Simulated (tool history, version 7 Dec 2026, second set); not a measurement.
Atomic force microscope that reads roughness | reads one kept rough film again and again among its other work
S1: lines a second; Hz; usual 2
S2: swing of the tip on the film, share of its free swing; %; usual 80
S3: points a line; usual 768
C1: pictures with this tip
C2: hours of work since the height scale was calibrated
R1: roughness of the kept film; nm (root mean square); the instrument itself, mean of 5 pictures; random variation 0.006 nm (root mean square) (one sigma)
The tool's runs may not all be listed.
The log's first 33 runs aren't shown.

{"run": 34, "hour": 316.9, "S1": 1.25, "S2": 90, "S3": 272, "C1": 20, "C2": 679, "R1": 2.491}
{"run": 35, "hour": 328.1, "S1": 1.25, "S2": 90, "S3": 272, "C1": 46, "C2": 688, "R1": 2.473}
{"run": 36, "hour": 336.0, "S1": 2, "S2": 80, "S3": 384, "C1": 63, "C2": 695, "R1": 2.477}
{"run": 37, "hour": 348.5, "S1": 2, "S2": 80, "S3": 384, "C1": 92, "C2": 704, "R1": 2.462}
{"hour": 352.1, "done": "new tip fitted"}
{"run": 38, "hour": 362.2, "S1": 0.53, "S2": 88, "S3": 768, "C1": 23, "C2": 715, "R1": 2.588}
{"run": 39, "hour": 373.5, "S1": 0.58, "S2": 80, "S3": 768, "C1": 48, "C2": 724, "R1": 2.597}
{"run": 40, "hour": 379.2, "S1": 0.5, "S2": 77, "S3": 779, "C1": 61, "C2": 728, "R1": 2.596}
{"run": 41, "hour": 389.5, "S1": 2, "S2": 59, "S3": 734, "C1": 84, "C2": 737, "R1": 2.571}
{"hour": 395.5, "done": "new tip fitted"}
{"run": 42, "hour": 395.5, "S1": 0.57, "S2": 72, "S3": 720, "C1": 0, "C2": 741, "R1": 2.645}

4 ways to go on from here, each from the tool as it stands after run 42. What would each give?
{"run": "A", "hour": 405.6, "S1": 0.65, "S2": 87, "S3": 720, "C1": 22, "C2": 749, "R1": "?"}
{"run": "B", "hour": 405.6, "S1": 1.1, "S2": 72, "S3": 720, "C1": 22, "C2": 749, "R1": "?"}
{"run": "C", "hour": 405.6, "S1": 1.14, "S2": 72, "S3": 306, "C1": 22, "C2": 749, "R1": "?"}
{"run": "D", "hour": 405.6, "S1": 1.71, "S2": 59, "S3": 768, "C1": 22, "C2": 749, "R1": "?"}

run=A R1=2.594
run=B R1=2.608
run=C R1=2.584
run=D R1=2.614
Without the tool's hidden state the same runs would have given:
run=A R1=2.586
run=B R1=2.6
run=C R1=2.576
run=D R1=2.607
